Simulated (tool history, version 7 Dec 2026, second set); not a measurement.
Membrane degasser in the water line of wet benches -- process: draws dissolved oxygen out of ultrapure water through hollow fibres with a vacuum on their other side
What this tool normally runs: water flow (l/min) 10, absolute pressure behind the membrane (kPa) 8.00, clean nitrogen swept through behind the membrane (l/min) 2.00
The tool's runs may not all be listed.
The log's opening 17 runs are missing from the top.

run	hour	water flow (l/min)	absolute pressure behind the membrane (kPa)	clean nitrogen swept through behind the membrane (l/min)	hours since the membrane was changed	hours since the vacuum gauge was calibrated	hours since the vacuum lines were made tight	dissolved oxygen in the water behind the degasser (ppb)	pressure that the water loses in the fibres (kPa)
18	1072.4	7	8.79	3.24	4317	1599	5905	34.8	40.10
19	1112.5	10	8.00	3.26	4357	1639	5945	49.1	57.46
20	1159.8	10	8.00	3.97	4404	1687	5992	42.0	56.98
21	1192.3	10	17.75	4.08	4436	1719	6024	104.9	57.23
22	1257.9	10	17.75	4.08	4502	1785	6090	102.5	57.12
23	1303.4	9	18.88	4.84	4548	1830	6136	83.0	51.37
24	1352.6	9	8.00	1.26	4597	1879	6185	93.0	51.64
25	1417.1	13	8.00	1.33	4661	1944	6249	148.3	74.04
26	1465.8	9	7.37	0.97	4710	1993	6298	105.6	51.64
27	1520.0	14	17.37	1.54	4764	2047	6352	347.0	80.50
28	1596.1	10	8.45	2.00	4840	2123	6428	80.6	57.52
29	1634.6	10	10.44	1.12	4879	2161	6467	168.0	57.36
30	1712.9	7	6.92	4.46	4957	2240	6545	17.0	40.05
31	1766.0	7	6.92	4.46	5010	2293	6598	18.1	40.11
32	1836.1	10	7.04	1.06	5080	2363	6668	100.8	57.68

4 options for the next run, each taken on its own from the tool as it stands now. Forecast them:
A	1883.4	7	8.00	1.54	5128	2410	6716	?	?
B	1883.4	9	15.93	2.13	5128	2410	6716	?	?
C	1883.4	10	8.31	2.00	5128	2410	6716	?	?
D	1883.4	9	7.04	1.06	5128	2410	6716	?	?

run	dissolved oxygen in the water behind the degasser (ppb)	pressure that the water loses in the fibres (kPa)
A	59.6	40.16
B	145.2	51.68
C	77.9	57.54
D	91.9	51.77
Take away the tool's hidden state, keep each run's random variation, and the runs would have read:
run	dissolved oxygen in the water behind the degasser (ppb)	pressure that the water loses in the fibres (kPa)
A	54.7	39.02
B	136.9	50.22
C	71.9	55.91
D	84.8	50.30

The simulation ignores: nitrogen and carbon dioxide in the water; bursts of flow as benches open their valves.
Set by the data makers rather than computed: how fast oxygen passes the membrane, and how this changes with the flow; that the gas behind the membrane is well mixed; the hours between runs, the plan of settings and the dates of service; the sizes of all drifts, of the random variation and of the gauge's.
